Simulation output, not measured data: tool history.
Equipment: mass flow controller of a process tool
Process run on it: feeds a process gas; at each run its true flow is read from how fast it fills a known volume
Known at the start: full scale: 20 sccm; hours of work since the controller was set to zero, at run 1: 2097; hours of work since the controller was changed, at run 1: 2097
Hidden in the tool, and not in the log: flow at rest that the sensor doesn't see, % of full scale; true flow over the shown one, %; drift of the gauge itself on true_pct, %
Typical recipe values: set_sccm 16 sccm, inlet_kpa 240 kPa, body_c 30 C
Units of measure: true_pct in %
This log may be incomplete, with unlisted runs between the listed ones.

run	hour	set_sccm	inlet_kpa	body_c	hours of work since the controller was set to zero	hours of work since the controller was changed	true_pct
1	0.0	16	240	30	2097	2097	100.00
2	230.1	16	240	30	2190	2190	100.01
3	424.7	16	240	30	2269	2269	100.04
4	641.3	16	240	30	2356	2356	100.03
5	914.7	16	176	30	2466	2466	100.22
6	1160.3	16	240	39	2565	2565	101.02
7	1301.6	11	240	30	2622	2622	99.93
8	1580.3	16	141	30	2735	2735	100.21
9	1797.2	16	141	30	2822	2822	100.37
10	2049.3	16	141	30	2924	2924	100.33
11	2248.5	4	141	28	3004	3004	101.10
12	2466.5	4	158	30	3092	3092	101.12
13	2653.7	4	186	30	3168	3168	101.27

The next listed run, before its measurement:
# hour 2674.8: controller's zero set anew
14	2840.9	5	157	24	67	3243	?

true_pct: 100.50 %
With the hidden condition absent and the run-to-run variation left alone, this run would have shown true_pct 99.19 %.
